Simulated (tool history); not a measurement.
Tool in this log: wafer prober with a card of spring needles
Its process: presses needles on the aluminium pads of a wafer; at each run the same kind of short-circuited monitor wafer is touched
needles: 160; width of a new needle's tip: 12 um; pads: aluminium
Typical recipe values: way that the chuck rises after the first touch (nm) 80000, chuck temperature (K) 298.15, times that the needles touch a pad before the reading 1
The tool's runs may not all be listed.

| run | hour | way that the chuck rises after the first touch (nm) | chuck temperature (K) | times that the needles touch a pad before the reading | resistance of one needle with its contact and lead (mohm) | way that a needle slides on the pad (nm) |
|---|---|---|---|---|---|---|
| 1 | 0 | 80000 | 298.15 | 1 | 134 | 16180 |
| 2 | 15.7 | 80000 | 298.15 | 1 | 161 | 16220 |
|  | 23 | tips cleaned on abrasive film |
| 3 | 30.2 | 80000 | 298.15 | 1 | 138 | 16090 |
| 4 | 48.3 | 80000 | 298.15 | 1 | 166 | 16020 |
|  | 53.1 | tips cleaned on abrasive film |
| 5 | 59.4 | 80000 | 298.15 | 1 | 140 | 16110 |
| 6 | 72.6 | 80000 | 298.15 | 1 | 160 | 16290 |
|  | 82.6 | tips cleaned on abrasive film |
| 7 | 89.9 | 80000 | 298.15 | 1 | 137 | 16130 |
| 8 | 99 | 80000 | 298.15 | 1 | 156 | 16000 |
| 9 | 107.2 | 80000 | 298.15 | 1 | 162 | 16250 |
|  | 111.7 | tips cleaned on abrasive film |
| 10 | 125 | 80000 | 298.15 | 1 | 152 | 16250 |
| 11 | 132.4 | 80000 | 298.15 | 3 | 131 | 16110 |
|  | 141.5 | tips cleaned on abrasive film |
| 12 | 144.4 | 78000 | 298.15 | 3 | 118 | 15650 |
| 13 | 158.9 | 96000 | 298.15 | 2 | 139 | 19320 |

Forecast run 14:
|  | 171.6 | tips cleaned on abrasive film |
| 14 | 175.5 | 80000 | 298.15 | 2 | ? | ? |

resistance of one needle with its contact and lead (mohm): 125
way that a needle slides on the pad (nm): 16010
With the hidden condition absent and the run-to-run variation left alone, this run would have shown resistance of one needle with its contact and lead (mohm) 115, way that a needle slides on the pad (nm) 16270.
